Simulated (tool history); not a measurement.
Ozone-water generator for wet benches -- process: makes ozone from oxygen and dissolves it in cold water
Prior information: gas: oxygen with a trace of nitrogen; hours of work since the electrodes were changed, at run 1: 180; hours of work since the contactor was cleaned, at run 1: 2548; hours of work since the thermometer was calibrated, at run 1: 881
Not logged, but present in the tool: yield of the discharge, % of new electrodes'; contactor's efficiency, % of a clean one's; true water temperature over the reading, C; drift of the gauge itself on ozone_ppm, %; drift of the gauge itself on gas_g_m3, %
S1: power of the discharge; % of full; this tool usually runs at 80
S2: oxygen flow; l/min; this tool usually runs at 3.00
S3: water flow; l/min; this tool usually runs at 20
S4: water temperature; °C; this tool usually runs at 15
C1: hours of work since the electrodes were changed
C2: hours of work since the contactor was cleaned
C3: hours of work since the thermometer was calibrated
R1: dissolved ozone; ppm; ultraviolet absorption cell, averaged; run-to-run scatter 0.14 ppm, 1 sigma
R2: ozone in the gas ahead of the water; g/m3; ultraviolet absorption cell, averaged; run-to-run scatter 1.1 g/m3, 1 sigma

run    hour  S1    S2  S3  S4   C1    C2    C3    R1     R2
  1     0.0  80  3.00  20  15  180  2548   881  15.3  195.0
  2    25.7  80  3.00  20  15  197  2565   898  15.3  195.6
  3    68.6  80  3.00  20  15  225  2593   927  15.2  195.4
  4    91.8  80  3.00  20  15  241  2609   942  15.3  193.7
  5   138.2  80  3.00  20  16  272  2640   973  15.0  196.7
  6   170.1  80  3.00  20  16  293  2661   995  15.2  193.8
  7   218.6  80  3.00  20  16  326  2694  1027  15.0  194.3
  8   253.6  80  3.00  20  16  349  2717  1050  15.2  193.9
  9   284.7  80  3.00  20  16  370  2738  1071  15.1  195.0
 10   329.0  80  3.00  20  16  399  2767  1101  14.9  194.0
 11   353.8  80  3.00  20  16  416  2784  1117  14.8  192.7
 12   398.6  46  3.00  20  15  446  2814  1147   9.1  116.6
 13   422.8  80  1.57  20  15  462  2830  1163  12.1  255.5
 14   462.4  80  1.57  20  15  488  2856  1190  12.0  257.4
 15   486.7  80  3.00  20  15  505  2873  1206  14.9  193.6
 16   507.1  80  3.00  20  15  518  2886  1220  15.0  193.1
 17   534.9  80  3.00  20  15  537  2905  1238  15.0  194.1
 18   561.9  80  3.00  28  14  555  2923  1256  11.2  191.9
 19   592.2  46  2.63  26  23  575  2943  1277   6.3  123.5
 20   620.2  81  3.00  20  14  594  2962  1295  15.1  194.5
 21   665.5  96  3.00  20  21  624  2992  1326  16.6  226.4
 22   713.8  96  3.00  20  23  656  3024  1358  16.3  226.7
 23   757.0  80  2.38  26  15  685  3053  1387  10.8  211.1
 24   778.7  49  2.38  16  15  700  3068  1401  10.8  135.5
 25   825.8  49  2.38  16  15  731  3099  1433  10.8  135.1
 26   848.9  89  4.73  20  14  747  3114  1448  18.3  171.8
 27   874.0  80  1.81  14  15  763  3131  1465  17.5  239.5
 28   918.7  80  1.81  19  15  793  3161  1495  13.3  239.5
 29   941.1  80  1.81  19  15  808  3176  1510  13.6  238.0
 30   966.4  80  1.81  19  15  825  3193  1526  13.3  237.6
 31  1007.6  47  3.00  20  15  853  3220  1554   9.3  117.2
 32  1044.8  47  3.00  20  15  877  3245  1579   9.2  118.1
 33  1065.2  87  3.00  24  15  891  3259  1592  13.5  205.3
 34  1106.8  87  3.00  24  15  919  3287  1620  13.6  203.9

Below, each run's measurement less what the same run would have read without the hidden state. Both values contain the same run-to-run variation, but the gauge's scatter may not be the same in both:
run    R1    R2
  1  -0.3  -0.1
  2  -0.3  -0.3
  3  -0.4  -0.5
  4  -0.3  -0.7
  5  -0.4  -0.9
  6  -0.4  -1.1
  7  -0.4  -1.3
  8  -0.4  -1.5
  9  -0.4  -1.6
 10  -0.4  -1.9
 11  -0.5  -2.0
 12  -0.2  -0.7
 13  -0.4  -3.1
 14  -0.5  -3.3
 15  -0.6  -2.6
 16  -0.6  -2.7
 17  -0.6  -2.9
 18  -0.5  -3.0
 19  -0.3  -1.2
 20  -0.7  -3.4
 21  -0.7  -4.8
 22  -0.7  -5.1
 23  -0.5  -4.4
 24  -0.4  -1.7
 25  -0.4  -1.9
 26  -0.9  -4.4
 27  -0.8  -5.9
 28  -0.6  -6.1
 29  -0.7  -6.3
 30  -0.7  -6.4
 31  -0.3  -1.8
 32  -0.4  -2.0
 33  -0.8  -6.5
 34  -0.8  -6.8
